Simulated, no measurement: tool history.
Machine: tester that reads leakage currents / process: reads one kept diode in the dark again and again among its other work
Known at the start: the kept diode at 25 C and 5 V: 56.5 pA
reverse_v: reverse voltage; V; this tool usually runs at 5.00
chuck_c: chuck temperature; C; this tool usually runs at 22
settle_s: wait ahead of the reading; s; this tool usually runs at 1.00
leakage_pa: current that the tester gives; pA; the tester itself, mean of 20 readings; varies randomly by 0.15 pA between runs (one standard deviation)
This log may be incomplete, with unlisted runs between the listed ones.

Run 1, hour 0.0: usual settings. Result: leakage_pa 49.55 pA.
Run 2, hour 91.2: usual settings. Result: leakage_pa 49.65 pA.
Run 3, hour 209.3: usual settings but reverse_v 1.76 V. Result: leakage_pa 35.11 pA.
Run 4, hour 314.3: usual settings but reverse_v 1.76 V. Result: leakage_pa 35.03 pA.
At hour 328.5: probe card cleaned and baked.
Run 5, hour 459.9: usual settings but chuck_c 46 C. Result: leakage_pa 297.68 pA.
Run 6, hour 557.0: usual settings but chuck_c 46 C. Result: leakage_pa 298.67 pA.
Run 7, hour 663.5: usual settings but chuck_c 46 C. Result: leakage_pa 299.68 pA.
Run 8, hour 778.7: usual settings but chuck_c 30 C. Result: leakage_pa 92.07 pA.
Run 9, hour 848.5: usual settings but reverse_v 3.75 V, chuck_c 24 C, settle_s 0.52 s. Result: leakage_pa 53.48 pA.
Run 10, hour 974.8: usual settings but reverse_v 2.38 V, chuck_c 38 C, settle_s 0.92 s. Result: leakage_pa 134.12 pA.
Run 11, hour 1091.7: usual settings but reverse_v 2.38 V, chuck_c 38 C, settle_s 0.92 s. Result: leakage_pa 134.41 pA.
Run 12, hour 1173.3: usual settings but reverse_v 15.76 V, chuck_c 51 C, settle_s 0.79 s. Result: leakage_pa 612.96 pA.
Run 13, hour 1241.6: usual settings but reverse_v 5.03 V, chuck_c 27 C, settle_s 0.79 s. Result: leakage_pa 74.58 pA.
Run 14, hour 1314.1: usual settings but reverse_v 5.03 V, chuck_c 48 C, settle_s 0.46 s. Result: leakage_pa 350.99 pA.

5 options for the next run, each taken on its own from the tool as it stands now. Forecast them:
Run A, hour 1416.5: usual settings but reverse_v 10.54 V, chuck_c 21 C, settle_s 2.33 s. Result: leakage_pa ?.
Run B, hour 1416.5: usual settings but reverse_v 5.60 V, chuck_c 25 C. Result: leakage_pa ?.
Run C, hour 1416.5: usual settings but reverse_v 1.35 V, chuck_c 32 C, settle_s 2.90 s. Result: leakage_pa ?.
Run D, hour 1416.5: usual settings but chuck_c 42 C, settle_s 1.95 s. Result: leakage_pa ?.
Run E, hour 1416.5: usual settings but reverse_v 2.26 V, chuck_c 46 C, settle_s 3.28 s. Result: leakage_pa ?.

run  leakage_pa
  A       59.32
  B       66.39
  C       71.90
  D      226.72
  E      236.75
Without the tool's unlogged condition, the same runs would have read:
run  leakage_pa
  A       52.84
  B       60.49
  C       66.53
  D      210.40
  E      220.56
